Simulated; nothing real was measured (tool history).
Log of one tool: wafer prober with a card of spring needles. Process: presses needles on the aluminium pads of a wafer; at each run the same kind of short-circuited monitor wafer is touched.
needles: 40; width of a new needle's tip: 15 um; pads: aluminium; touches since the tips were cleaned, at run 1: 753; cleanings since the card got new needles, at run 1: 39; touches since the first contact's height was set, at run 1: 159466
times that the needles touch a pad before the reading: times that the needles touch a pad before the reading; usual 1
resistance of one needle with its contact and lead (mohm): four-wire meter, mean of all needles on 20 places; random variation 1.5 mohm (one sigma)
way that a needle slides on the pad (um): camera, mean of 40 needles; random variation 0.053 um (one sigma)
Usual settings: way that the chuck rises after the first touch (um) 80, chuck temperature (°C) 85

run,hour,way that the chuck rises after the first touch (um),chuck temperature (°C),times that the needles touch a pad before the reading,touches since the tips were cleaned,cleanings since the card got new needles,touches since the first contact's height was set,resistance of one needle with its contact and lead (mohm),way that a needle slides on the pad (um)
1,0,80,85,1,753,39,159466,172,12.7
2,4.7,80,85,1,3238,39,161951,212,12.76
# hour 6.3: tips cleaned on abrasive film
3,13,80,85,1,3599,40,166354,221,12.7
# hour 13.9: tips cleaned on abrasive film
# hour 22.1: tips cleaned on abrasive film
4,23.1,80,85,1,535,42,171613,172,12.72
# hour 30.2: tips cleaned on abrasive film
5,32.6,80,85,1,1294,43,176595,190,12.61
# hour 38.1: tips cleaned on abrasive film
6,39.4,80,85,2,713,44,180197,163,12.61
7,43.7,61,97,2,3000,44,182484,223,9.49
# hour 46.1: tips cleaned on abrasive film
8,49.9,68,85,1,2041,45,185706,226,10.64
# hour 53.7: tips cleaned on abrasive film
9,56.5,71,85,1,1517,46,189182,207,11.18
# hour 61.5: tips cleaned on abrasive film
10,61.9,71,85,1,224,47,191972,167,11.13
# hour 69.5: tips cleaned on abrasive film
11,70.2,71,26,1,340,48,196331,162,11.13
# hour 77.3: tips cleaned on abrasive film
12,78.5,92,57,1,616,49,200699,156,14.62

3 ways to go on from here, each from the tool as it stands after run 12. What would each give?
A,82.9,86,57,1,2984,49,203067,?,?
B,82.9,70,67,1,2984,49,203067,?,?
C,82.9,83,85,1,2984,49,203067,?,?

run,resistance of one needle with its contact and lead (mohm),way that a needle slides on the pad (um)
A,199,13.61
B,236,11.01
C,207,13.15
Without the tool's hidden state the same runs would have given:
run,resistance of one needle with its contact and lead (mohm),way that a needle slides on the pad (um)
A,140,14.25
B,149,11.65
C,147,13.79

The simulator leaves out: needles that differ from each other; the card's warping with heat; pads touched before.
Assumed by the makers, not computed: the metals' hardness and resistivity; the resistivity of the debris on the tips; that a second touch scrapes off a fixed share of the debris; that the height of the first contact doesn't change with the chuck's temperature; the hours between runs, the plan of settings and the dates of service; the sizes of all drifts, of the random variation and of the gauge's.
